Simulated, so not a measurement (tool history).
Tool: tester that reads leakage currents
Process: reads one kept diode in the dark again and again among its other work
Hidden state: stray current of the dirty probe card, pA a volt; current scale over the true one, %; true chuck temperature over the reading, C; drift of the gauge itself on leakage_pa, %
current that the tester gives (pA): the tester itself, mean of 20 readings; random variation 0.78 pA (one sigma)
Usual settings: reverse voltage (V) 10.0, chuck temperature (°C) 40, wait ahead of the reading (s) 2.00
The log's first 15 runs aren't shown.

run	hour	reverse voltage (V)	chuck temperature (°C)	wait ahead of the reading (s)	hours of work since the probe card was cleaned	hours of work since the tester was calibrated	hours of work since the chuck was calibrated	current that the tester gives (pA)
16	670.9	10.0	35	2.00	1894	1147	476	183.09
17	700.6	10.0	40	2.00	1908	1161	491	267.91
18	759.6	6.9	40	2.00	1937	1189	519	214.58
19	794.2	10.0	21	2.00	1953	1206	535	61.62
20	833.4	18.2	40	2.00	1972	1225	554	383.80
21	870.0	1.4	47	2.00	1989	1242	572	141.82
22	927.0	1.4	23	2.00	2017	1269	599	21.97
# hour 932.4: tester calibrated
23	976.0	1.4	23	2.00	2039	21	622	21.96
24	1033.8	16.1	23	7.84	2067	49	649	95.45
25	1092.1	5.0	33	2.00	2095	76	677	105.44
26	1148.1	10.0	47	7.81	2122	103	704	450.51
27	1176.6	10.0	47	7.81	2135	117	718	451.28
28	1205.8	1.9	40	2.00	2149	131	732	101.25
29	1243.7	10.0	59	2.00	2167	149	750	1044.16
30	1307.6	10.0	59	2.00	2198	180	780	1043.60
# hour 1321.6: tester calibrated, once more
31	1353.3	4.0	40	2.00	2219	15	801	156.96
32	1416.2	4.0	40	2.00	2249	45	831	157.66
33	1453.6	10.0	40	1.93	2267	63	849	269.73
34	1499.8	3.6	35	1.17	2289	85	871	101.46
35	1538.3	2.8	40	1.74	2307	104	890	126.28
36	1574.8	2.8	40	5.17	2325	121	907	126.45
37	1621.6	2.5	40	6.73	2347	144	930	118.34
38	1675.1	2.5	40	6.73	2373	169	955	118.79
39	1738.6	2.5	40	6.73	2403	200	986	118.89
40	1791.4	1.0	40	2.00	2429	225	1011	69.66

4 ways to go on from here, each from the tool as it stands after run 40. What would each give?
A	1834.4	10.0	56	3.28	2449	245	1032	?
B	1834.4	8.5	40	1.59	2449	245	1032	?
C	1834.4	10.6	30	0.42	2449	245	1032	?
D	1834.4	1.6	50	0.50	2449	245	1032	?

run	current that the tester gives (pA)
A	846.03
B	247.23
C	138.27
D	191.73
Without the tool's hidden state the same runs would have given:
run	current that the tester gives (pA)
A	819.04
B	236.79
C	130.45
D	185.66
